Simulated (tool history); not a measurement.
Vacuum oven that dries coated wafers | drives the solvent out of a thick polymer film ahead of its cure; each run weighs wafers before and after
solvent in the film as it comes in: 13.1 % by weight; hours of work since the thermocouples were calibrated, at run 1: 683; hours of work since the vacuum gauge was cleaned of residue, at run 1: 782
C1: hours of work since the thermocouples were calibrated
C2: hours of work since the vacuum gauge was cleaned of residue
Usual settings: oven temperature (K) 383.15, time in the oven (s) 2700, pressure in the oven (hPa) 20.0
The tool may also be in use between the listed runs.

{"run": 1, "hour": 0.0, "oven temperature (K)": 383.15, "time in the oven (s)": 2700, "pressure in the oven (hPa)": 20.0, "C1": 683, "C2": 782, "solvent left in the film (%)": 3.32}
{"run": 2, "hour": 100.9, "oven temperature (K)": 383.15, "time in the oven (s)": 2700, "pressure in the oven (hPa)": 65.6, "C1": 726, "C2": 825, "solvent left in the film (%)": 6.85}
{"run": 3, "hour": 199.8, "oven temperature (K)": 383.15, "time in the oven (s)": 2700, "pressure in the oven (hPa)": 65.6, "C1": 767, "C2": 867, "solvent left in the film (%)": 6.88}
{"run": 4, "hour": 248.1, "oven temperature (K)": 383.15, "time in the oven (s)": 2700, "pressure in the oven (hPa)": 65.6, "C1": 788, "C2": 887, "solvent left in the film (%)": 6.91}
{"run": 5, "hour": 331.3, "oven temperature (K)": 383.15, "time in the oven (s)": 2700, "pressure in the oven (hPa)": 20.0, "C1": 823, "C2": 922, "solvent left in the film (%)": 3.39}
{"run": 6, "hour": 376.4, "oven temperature (K)": 383.15, "time in the oven (s)": 2700, "pressure in the oven (hPa)": 20.0, "C1": 842, "C2": 941, "solvent left in the film (%)": 3.38}
{"run": 7, "hour": 435.1, "oven temperature (K)": 383.15, "time in the oven (s)": 2700, "pressure in the oven (hPa)": 20.0, "C1": 867, "C2": 966, "solvent left in the film (%)": 3.29}
{"run": 8, "hour": 486.9, "oven temperature (K)": 383.15, "time in the oven (s)": 2700, "pressure in the oven (hPa)": 20.0, "C1": 889, "C2": 988, "solvent left in the film (%)": 3.32}
{"run": 9, "hour": 566.0, "oven temperature (K)": 383.15, "time in the oven (s)": 2700, "pressure in the oven (hPa)": 20.0, "C1": 923, "C2": 1022, "solvent left in the film (%)": 3.21}
{"hour": 590.0, "done": "vacuum gauge cleaned of residue and calibrated"}
{"run": 10, "hour": 624.6, "oven temperature (K)": 383.15, "time in the oven (s)": 2700, "pressure in the oven (hPa)": 20.0, "C1": 947, "C2": 15, "solvent left in the film (%)": 3.24}
{"run": 11, "hour": 690.7, "oven temperature (K)": 383.15, "time in the oven (s)": 2700, "pressure in the oven (hPa)": 20.0, "C1": 975, "C2": 43, "solvent left in the film (%)": 3.3}
{"run": 12, "hour": 761.3, "oven temperature (K)": 369.15, "time in the oven (s)": 2700, "pressure in the oven (hPa)": 20.0, "C1": 1005, "C2": 73, "solvent left in the film (%)": 6.83}
{"run": 13, "hour": 850.0, "oven temperature (K)": 369.15, "time in the oven (s)": 2700, "pressure in the oven (hPa)": 20.0, "C1": 1042, "C2": 110, "solvent left in the film (%)": 6.83}
{"run": 14, "hour": 908.0, "oven temperature (K)": 369.15, "time in the oven (s)": 2700, "pressure in the oven (hPa)": 20.0, "C1": 1067, "C2": 135, "solvent left in the film (%)": 6.8}
{"run": 15, "hour": 957.5, "oven temperature (K)": 373.15, "time in the oven (s)": 4020, "pressure in the oven (hPa)": 66.2, "C1": 1088, "C2": 156, "solvent left in the film (%)": 9.4}
{"run": 16, "hour": 1006.0, "oven temperature (K)": 383.15, "time in the oven (s)": 2700, "pressure in the oven (hPa)": 31.8, "C1": 1108, "C2": 176, "solvent left in the film (%)": 4.12}
{"hour": 1038.2, "done": "oven's thermocouples calibrated"}
{"run": 17, "hour": 1104.0, "oven temperature (K)": 376.15, "time in the oven (s)": 2640, "pressure in the oven (hPa)": 43.0, "C1": 28, "C2": 217, "solvent left in the film (%)": 7.11}
{"run": 18, "hour": 1157.6, "oven temperature (K)": 368.15, "time in the oven (s)": 3840, "pressure in the oven (hPa)": 14.1, "C1": 51, "C2": 239, "solvent left in the film (%)": 5.53}
{"run": 19, "hour": 1204.9, "oven temperature (K)": 368.15, "time in the oven (s)": 3840, "pressure in the oven (hPa)": 14.1, "C1": 71, "C2": 259, "solvent left in the film (%)": 5.43}
{"run": 20, "hour": 1254.0, "oven temperature (K)": 368.15, "time in the oven (s)": 3660, "pressure in the oven (hPa)": 14.7, "C1": 91, "C2": 280, "solvent left in the film (%)": 5.7}
{"run": 21, "hour": 1316.8, "oven temperature (K)": 368.15, "time in the oven (s)": 3660, "pressure in the oven (hPa)": 14.7, "C1": 118, "C2": 307, "solvent left in the film (%)": 5.51}
{"run": 22, "hour": 1371.4, "oven temperature (K)": 368.15, "time in the oven (s)": 3660, "pressure in the oven (hPa)": 14.7, "C1": 141, "C2": 330, "solvent left in the film (%)": 5.58}
{"run": 23, "hour": 1421.7, "oven temperature (K)": 396.15, "time in the oven (s)": 4740, "pressure in the oven (hPa)": 22.4, "C1": 162, "C2": 351, "solvent left in the film (%)": 1.34}

Some steps in solvent left in the film (%) between neighbouring runs. How much of each would the tool show without its hidden state too (settings, what came in, random variation), and how much is left for the hidden state, with any gauge scatter that isn't in both results?
The hidden state here: true wafer temperature over the reading, C; true pressure over the reading, kPa; drift of the gauge itself on solvent_pct, %.
Run 9 -> 10: vacuum gauge cleaned of residue and calibrated. solvent left in the film (%) +0.03: hidden state -0.05, all else +0.08.
Run 15 -> 16: oven temperature (K) 373.15 -> 383.15, time in the oven (s) 4020 -> 2700, pressure in the oven (hPa) 66.2 -> 31.8. solvent left in the film (%) -5.28: hidden state +0.01, all else -5.29.
Run 16 -> 17: oven temperature (K) 383.15 -> 376.15, time in the oven (s) 2700 -> 2640, pressure in the oven (hPa) 31.8 -> 43.0, oven's thermocouples calibrated. solvent left in the film (%) +2.99: hidden state +0.04, all else +2.95.
Run 22 -> 23: oven temperature (K) 368.15 -> 396.15, time in the oven (s) 3660 -> 4740, pressure in the oven (hPa) 14.7 -> 22.4. solvent left in the film (%) -4.24: hidden state +0.00, all else -4.24.
